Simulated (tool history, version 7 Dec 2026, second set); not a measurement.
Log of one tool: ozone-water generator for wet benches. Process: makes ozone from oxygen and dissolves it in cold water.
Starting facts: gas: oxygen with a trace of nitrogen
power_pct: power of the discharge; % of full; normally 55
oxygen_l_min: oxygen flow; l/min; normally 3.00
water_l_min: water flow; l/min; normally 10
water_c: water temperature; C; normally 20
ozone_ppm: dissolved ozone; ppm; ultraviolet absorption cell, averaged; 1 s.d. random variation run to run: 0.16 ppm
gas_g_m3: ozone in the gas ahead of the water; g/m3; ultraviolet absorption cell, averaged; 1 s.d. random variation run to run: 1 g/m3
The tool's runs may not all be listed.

Run 1, day 0.000: usual settings. Result: ozone_ppm 18.4 ppm, gas_g_m3 165.5 g/m3.
Run 2, day 2.433: usual settings but oxygen_l_min 2.03 l/min. Result: ozone_ppm 19.6 ppm, gas_g_m3 216.1 g/m3.
Run 3, day 5.500: usual settings but oxygen_l_min 2.03 l/min. Result: ozone_ppm 19.2 ppm, gas_g_m3 215.2 g/m3.
Run 4, day 7.971: usual settings but oxygen_l_min 2.03 l/min. Result: ozone_ppm 19.4 ppm, gas_g_m3 215.5 g/m3.
Run 5, day 9.871: usual settings but oxygen_l_min 2.03 l/min. Result: ozone_ppm 19.2 ppm, gas_g_m3 215.7 g/m3.
Run 6, day 12.046: usual settings but oxygen_l_min 2.03 l/min. Result: ozone_ppm 19.2 ppm, gas_g_m3 216.7 g/m3.
Run 7, day 14.988: usual settings but oxygen_l_min 2.03 l/min. Result: ozone_ppm 19.2 ppm, gas_g_m3 215.3 g/m3.
Run 8, day 18.862: usual settings but oxygen_l_min 2.03 l/min. Result: ozone_ppm 19.1 ppm, gas_g_m3 214.5 g/m3.
Run 9, day 20.917: usual settings but oxygen_l_min 2.03 l/min. Result: ozone_ppm 19.1 ppm, gas_g_m3 216.4 g/m3.
Run 10, day 24.479: usual settings but oxygen_l_min 2.03 l/min. Result: ozone_ppm 19.0 ppm, gas_g_m3 212.5 g/m3.
Run 11, day 26.150: usual settings but oxygen_l_min 2.03 l/min. Result: ozone_ppm 19.1 ppm, gas_g_m3 212.3 g/m3.
Run 12, day 29.358: usual settings but oxygen_l_min 2.03 l/min. Result: ozone_ppm 18.9 ppm, gas_g_m3 212.5 g/m3.
Run 13, day 32.629: usual settings but oxygen_l_min 2.03 l/min. Result: ozone_ppm 18.7 ppm, gas_g_m3 212.0 g/m3.
Run 14, day 36.462: usual settings. Result: ozone_ppm 17.7 ppm, gas_g_m3 164.1 g/m3.
Run 15, day 39.942: usual settings. Result: ozone_ppm 17.8 ppm, gas_g_m3 162.1 g/m3.
At day 41.271: contactor cleaned.
Run 16, day 42.012: usual settings. Result: ozone_ppm 19.5 ppm, gas_g_m3 161.0 g/m3.
Run 17, day 45.471: usual settings. Result: ozone_ppm 18.9 ppm, gas_g_m3 161.8 g/m3.
Run 18, day 48.417: usual settings but power_pct 59 % of full, oxygen_l_min 1.54 l/min, water_l_min 9 l/min, water_c 24 C. Result: ozone_ppm 22.7 ppm, gas_g_m3 268.2 g/m3.
Run 19, day 51.067: usual settings but power_pct 81 % of full, oxygen_l_min 4.10 l/min, water_l_min 6 l/min, water_c 24 C. Result: ozone_ppm 29.2 ppm, gas_g_m3 179.3 g/m3.
At day 52.617: water thermometer calibrated.
Run 20, day 53.846: usual settings but power_pct 71 % of full, oxygen_l_min 4.26 l/min, water_l_min 16 l/min, water_c 15 C. Result: ozone_ppm 17.0 ppm, gas_g_m3 155.8 g/m3.
Run 21, day 55.475: usual settings but power_pct 71 % of full, oxygen_l_min 4.26 l/min, water_l_min 16 l/min, water_c 15 C. Result: ozone_ppm 16.9 ppm, gas_g_m3 156.3 g/m3.
Run 22, day 58.083: usual settings but power_pct 71 % of full, oxygen_l_min 4.26 l/min, water_l_min 16 l/min, water_c 15 C. Result: ozone_ppm 16.6 ppm, gas_g_m3 155.7 g/m3.
Run 23, day 59.712: usual settings but power_pct 61 % of full, oxygen_l_min 2.40 l/min, water_c 12 C. Result: ozone_ppm 23.4 ppm, gas_g_m3 202.6 g/m3.

Run 24 has not been measured yet. What should we expect?
Run 24, day 63.458: usual settings but power_pct 61 % of full, oxygen_l_min 1.92 l/min, water_l_min 12 l/min, water_c 25 C. Result: ozone_ppm ?, gas_g_m3 ?.

ozone_ppm: 17.9 ppm
gas_g_m3: 234.9 g/m3
Take away the tool's hidden state, keep the run-to-run variation as it was, and the same run would have given ozone_ppm 20.0 ppm, gas_g_m3 261.1 g/m3.

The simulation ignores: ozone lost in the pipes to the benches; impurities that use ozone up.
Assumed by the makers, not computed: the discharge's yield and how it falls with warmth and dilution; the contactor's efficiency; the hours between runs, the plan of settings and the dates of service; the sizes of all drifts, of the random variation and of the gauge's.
